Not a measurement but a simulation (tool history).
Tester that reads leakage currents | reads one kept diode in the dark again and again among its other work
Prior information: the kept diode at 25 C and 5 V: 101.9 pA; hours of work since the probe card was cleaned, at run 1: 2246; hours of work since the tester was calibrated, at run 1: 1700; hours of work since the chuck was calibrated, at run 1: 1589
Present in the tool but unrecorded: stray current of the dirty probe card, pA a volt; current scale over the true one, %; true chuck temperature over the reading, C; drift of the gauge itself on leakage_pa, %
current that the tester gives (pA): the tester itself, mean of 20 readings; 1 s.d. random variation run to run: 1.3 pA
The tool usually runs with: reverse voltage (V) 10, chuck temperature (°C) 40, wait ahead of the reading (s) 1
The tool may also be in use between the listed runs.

run    hour  reverse voltage (V)  chuck temperature (°C)  wait ahead of the reading (s)  hours of work since the probe card was cleaned  hours of work since the tester was calibrated  hours of work since the chuck was calibrated  current that the tester gives (pA)
  1       0                   10                      40                              1                                            2246                                           1700                                          1589                              453.81
  2   109.5                   10                      46                              1                                            2294                                           1748                                          1637                               670.4
  3   242.8                   10                      46                              1                                            2352                                           1806                                          1695                              669.81
  4     360                   10                      40                              1                                            2403                                           1857                                          1746                              448.41
  5   497.4                   10                      40                              1                                            2463                                           1917                                          1807                              451.67
  6   606.6                   10                      40                              1                                            2511                                           1965                                          1854                              449.29
  7   760.2                   10                      50                              1                                            2579                                           2033                                          1922                              860.42
      940.4  -- probe card cleaned and baked
  8   942.2                   10                      50                              1                                               1                                           2111                                          2000                              864.29
      966.6  -- chuck's temperature calibrated
  9  1071.1                   10                      40                           0.41                                              56                                           2167                                            46                              472.93
 10  1261.6                   10                      40                           0.41                                             140                                           2250                                           129                              471.63
 11  1373.4                   10                      40                           0.41                                             189                                           2299                                           178                              471.42
 12  1599.6                   10                      49                              1                                             288                                           2398                                           277                              825.96
 13  1762.2                   10                      49                              1                                             359                                           2469                                           348                                 833
 14  1932.2                   10                      49                              1                                             434                                           2544                                           423                              826.55
       2032  -- probe card cleaned and baked, once more
 15  2142.7                   10                      49                              1                                              48                                           2635                                           514                              789.04
 16  2310.5                   10                      40                           2.27                                             122                                           2708                                           587                              428.71
 17  2536.5                   10                      40                           2.94                                             221                                           2807                                           686                              430.87
 18  2664.6                   10                      40                           2.94                                             277                                           2863                                           742                              431.63
 19  2882.1                   10                      40                              1                                             372                                           2958                                           838                              431.16
 20  3081.5                   10                      40                              1                                             460                                           3046                                           925                              432.93
 21  3216.9                  7.4                      20                           1.61                                             519                                           3105                                           984                               86.36
 22  3399.8                  1.2                      47                            6.8                                             599                                           3185                                          1064                              217.74
 23    3540                  5.2                      24                           8.29                                             660                                           3247                                          1126                               94.96
 24    3691                   10                      40                           2.74                                             727                                           3313                                          1192                              430.63
 25  3862.8                   10                      40                           2.74                                             802                                           3388                                          1267                              429.09
 26  4000.8                 11.8                      26                           2.17                                             862                                           3448                                          1328                              177.87
 27  4128.3                  1.9                      40                           1.27                                             918                                           3504                                          1383                              172.92
 28  4328.1                   10                      22                           3.17                                            1006                                           3592                                          1471                              121.46
 29  4448.1                   10                      25                           7.93                                            1058                                           3644                                          1524                              150.43
 30  4551.7                  1.5                      46                           7.07                                            1104                                           3690                                          1569                               227.4
 31  4760.4                  7.2                      40                           8.91                                            1195                                           3781                                          1660                              358.58
 32  4960.2                  2.5                      40                           1.03                                            1283                                           3869                                          1748                              200.53
 33  5071.6                    5                      20                           1.03                                            1331                                           3917                                          1797                                71.8
 34  5302.6                    5                      20                           1.03                                            1432                                           4019                                          1898                               72.17
 35  5434.7                  1.8                      23                           8.03                                            1490                                           4076                                          1956                               49.57
     5570.6  -- chuck's temperature calibrated
 36  5660.5                 17.2                      55                              1                                            1588                                           4174                                            39                             1608.77
 37  5867.8                 16.8                      57                           2.32                                            1679                                           4265                                           130                             1787.33
 38  6058.1                    1                      57                           2.32                                            1762                                           4349                                           214                              383.74
 39  6170.4                  7.1                      40                           5.26                                            1812                                           4398                                           263                              374.83
 40  6335.7                 17.4                      40                              1                                            1884                                           4470                                           335                              618.59

Forecast each of these 3 alternatives for the next run:
  A  6517.2                  9.6                      25                           9.83                                            1964                                           4550                                           415                                   ?
  B  6517.2                  3.2                      40                              1                                            1964                                           4550                                           415                                   ?
  C  6517.2                  1.5                      50                              1                                            1964                                           4550                                           415                                   ?

run  current that the tester gives (pA)
  A                              160.51
  B                              242.64
  C                              307.09
What these runs would have given with no unlogged condition in the tool:
run  current that the tester gives (pA)
  A                              145.66
  B                              240.86
  C                              309.52

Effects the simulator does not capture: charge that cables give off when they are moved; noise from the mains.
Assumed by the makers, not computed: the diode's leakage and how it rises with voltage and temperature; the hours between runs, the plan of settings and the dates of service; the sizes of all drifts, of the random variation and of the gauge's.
